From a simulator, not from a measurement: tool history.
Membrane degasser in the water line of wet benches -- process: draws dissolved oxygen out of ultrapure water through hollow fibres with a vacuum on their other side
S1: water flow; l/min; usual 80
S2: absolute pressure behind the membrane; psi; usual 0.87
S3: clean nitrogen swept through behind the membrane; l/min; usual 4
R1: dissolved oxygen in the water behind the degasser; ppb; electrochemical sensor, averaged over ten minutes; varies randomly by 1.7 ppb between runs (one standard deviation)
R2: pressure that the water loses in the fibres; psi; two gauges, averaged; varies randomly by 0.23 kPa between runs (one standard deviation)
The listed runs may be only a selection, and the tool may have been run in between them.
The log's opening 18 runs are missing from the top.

run 19 hour=4817.5 | S1=80 S2=0.87 S3=9.99 | R1=99.6 R2=8.237
run 20 hour=5005.6 | S1=77 S2=1.78 S3=2.24 | R1=635.1 R2=7.932
run 21 hour=5270.7 | S1=77 S2=1.78 S3=2.24 | R1=636.9 R2=7.96
run 22 hour=5509.9 | S1=106 S2=1.14 S3=6.76 | R1=289.6 R2=10.887
run 23 hour=5714.9 | S1=106 S2=1.14 S3=4.23 | R1=371.2 R2=10.898
run 24 hour=5992.2 | S1=48 S2=1.252 S3=4.23 | R1=145.2 R2=4.91
run 25 hour=6136.6 | S1=68 S2=1.201 S3=4 | R1=212.4 R2=6.965
run 26 hour=6436.4 | S1=71 S2=0.87 S3=2.14 | R1=215 R2=7.245
run 27 hour=6578.9 | S1=77 S2=0.6 S3=5.03 | R1=73.7 R2=7.819
run 28 hour=6869.3 | S1=116 S2=0.87 S3=4.71 | R1=309.7 R2=11.786
run 29 hour=7142.1 | S1=106 S2=0.87 S3=4.71 | R1=267.4 R2=10.753
run 30 hour=7395.5 | S1=119 S2=0.554 S3=7.58 | R1=208.9 R2=12.102
run 31 hour=7625.8 | S1=119 S2=0.554 S3=7.58 | R1=211.9 R2=12.093

Alternative continuations, all from the tool just after run 31; predict every row:
run A hour=7922.5 | S1=127 S2=0.554 S3=7.58 | R1=? R2=?
run B hour=7922.5 | S1=119 S2=0.529 S3=6.72 | R1=? R2=?
run C hour=7922.5 | S1=122 S2=0.844 S3=1.91 | R1=? R2=?
run D hour=7922.5 | S1=119 S2=0.554 S3=4.37 | R1=? R2=?

run=A R1=248.6 R2=12.891
run=B R1=202 R2=12.067
run=C R1=482 R2=12.333
run=D R1=223.3 R2=12.006
Stripped of hidden state, with their random variation kept, the same runs would have yielded:
run=A R1=248 R2=13.317
run=B R1=201.4 R2=12.467
run=C R1=481.3 R2=12.743
run=D R1=222.7 R2=12.405

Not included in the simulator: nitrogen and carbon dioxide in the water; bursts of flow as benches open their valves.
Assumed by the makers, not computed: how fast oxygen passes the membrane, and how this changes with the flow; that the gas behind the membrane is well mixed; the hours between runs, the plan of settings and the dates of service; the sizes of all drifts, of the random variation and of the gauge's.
